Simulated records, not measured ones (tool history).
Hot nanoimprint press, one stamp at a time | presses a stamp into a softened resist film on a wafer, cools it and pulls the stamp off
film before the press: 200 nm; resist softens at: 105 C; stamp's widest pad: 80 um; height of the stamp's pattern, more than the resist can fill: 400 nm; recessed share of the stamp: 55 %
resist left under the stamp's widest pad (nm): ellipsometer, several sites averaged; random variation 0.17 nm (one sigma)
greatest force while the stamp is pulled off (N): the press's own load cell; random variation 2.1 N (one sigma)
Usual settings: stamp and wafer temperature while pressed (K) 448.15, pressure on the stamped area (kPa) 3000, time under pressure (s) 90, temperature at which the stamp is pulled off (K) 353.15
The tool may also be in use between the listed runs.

run	hour	stamp and wafer temperature while pressed (K)	pressure on the stamped area (kPa)	time under pressure (s)	temperature at which the stamp is pulled off (K)	resist left under the stamp's widest pad (nm)	greatest force while the stamp is pulled off (N)
1	0	448.15	3000	90	353.15	79.7	240
2	43.4	448.15	3000	90	353.15	79.9	252
# hour 75.1: stamp cleaned and given a new release coat
3	107.8	448.15	2090	90	353.15	94.6	224
4	146.7	448.15	2090	90	353.15	94.9	225
5	203.7	448.15	3000	90	353.15	80.6	239
6	240.7	448.15	3000	90	353.15	80.8	245
7	301.2	448.15	3000	90	358.15	81.2	231
# hour 310.7: stamp cleaned and given a new release coat
8	364.2	448.15	4200	90	358.15	69.1	207
9	427.6	448.15	4200	90	358.15	69.2	216
10	492	448.15	3000	90	350.15	82	263
# hour 546.6: stamp cleaned and given a new release coat
11	551.2	448.15	3000	90	350.15	82	235
# hour 597.1: plate thermocouple calibrated
12	619.3	456.15	3000	90	353.15	59	228
13	680.3	456.15	3000	90	353.15	58.8	235
# hour 750: press's hydraulic seals changed and the load cell set to zero
14	750.5	442.15	3000	90	353.15	99.8	251
# hour 795.3: stamp cleaned and given a new release coat
15	824.4	442.15	3000	90	353.15	99.8	224
16	855.2	442.15	3000	90	353.15	100	226
17	890.4	455.15	4150	90	353.15	50.9	230
18	950.4	444.15	3000	90	340.15	93.2	302
19	1005.4	444.15	3000	90	340.15	93.6	314
# hour 1034.3: stamp cleaned and given a new release coat
20	1047.8	444.15	3000	90	340.15	94	278
21	1080.3	454.15	3000	49	350.15	81	237
22	1135.3	454.15	3000	49	350.15	81.1	248
# hour 1196.7: plate thermocouple calibrated
23	1206	438.15	2020	65	350.15	146.5	258
# hour 1271: stamp cleaned and given a new release coat
24	1276.9	445.15	3000	90	353.15	89.8	222
25	1323	448.15	3500	149	353.15	60.8	229
26	1389.5	448.15	3500	79	351.15	79.3	244
27	1440.1	449.15	1980	79	351.15	99.3	255
28	1487.2	449.15	1980	79	351.15	99.3	266
# hour 1507.3: stamp cleaned and given a new release coat
29	1553.9	449.15	1980	79	351.15	99.4	234
30	1594.1	453.15	4000	100	341.15	55.7	286

Some steps in resist left under the stamp's widest pad (nm) between neighbouring runs. How much of each would the tool show without its hidden state too (settings, what came in, random variation), and how much is left for the hidden state, with any gauge scatter that isn't in both results?
The hidden state here: true temperature over the reading, C; pressure that arrives at the usual setting, %; grip of the stamp's worn release coat, % over a new coat's; drift of the gauge itself on residual_nm, %; drift of the gauge itself on pull_off_n, %.
Run 11 -> 12: stamp and wafer temperature while pressed (K) 448.15 -> 456.15, temperature at which the stamp is pulled off (K) 350.15 -> 353.15, plate thermocouple calibrated. resist left under the stamp's widest pad (nm) -23: hidden state -2.2, all else -20.8.
Run 13 -> 14: stamp and wafer temperature while pressed (K) 456.15 -> 442.15, press's hydraulic seals changed and the load cell set to zero. resist left under the stamp's widest pad (nm) +41: hidden state -1, all else +42.
Run 16 -> 17: stamp and wafer temperature while pressed (K) 442.15 -> 455.15, pressure on the stamped area (kPa) 3000 -> 4150. resist left under the stamp's widest pad (nm) -49.1: hidden state -0.1, all else -49.
Run 17 -> 18: stamp and wafer temperature while pressed (K) 455.15 -> 444.15, pressure on the stamped area (kPa) 4150 -> 3000, temperature at which the stamp is pulled off (K) 353.15 -> 340.15. resist left under the stamp's widest pad (nm) +42.3: hidden state +0.6, all else +41.7.
Run 22 -> 23: stamp and wafer temperature while pressed (K) 454.15 -> 438.15, pressure on the stamped area (kPa) 3000 -> 2020, time under pressure (s) 49 -> 65, plate thermocouple calibrated. resist left under the stamp's widest pad (nm) +65.4: hidden state -0.5, all else +65.9.
Run 23 -> 24: stamp and wafer temperature while pressed (K) 438.15 -> 445.15, pressure on the stamped area (kPa) 2020 -> 3000, time under pressure (s) 65 -> 90, temperature at which the stamp is pulled off (K) 350.15 -> 353.15, stamp cleaned and given a new release coat. resist left under the stamp's widest pad (nm) -56.7: hidden state +0.5, all else -57.2.
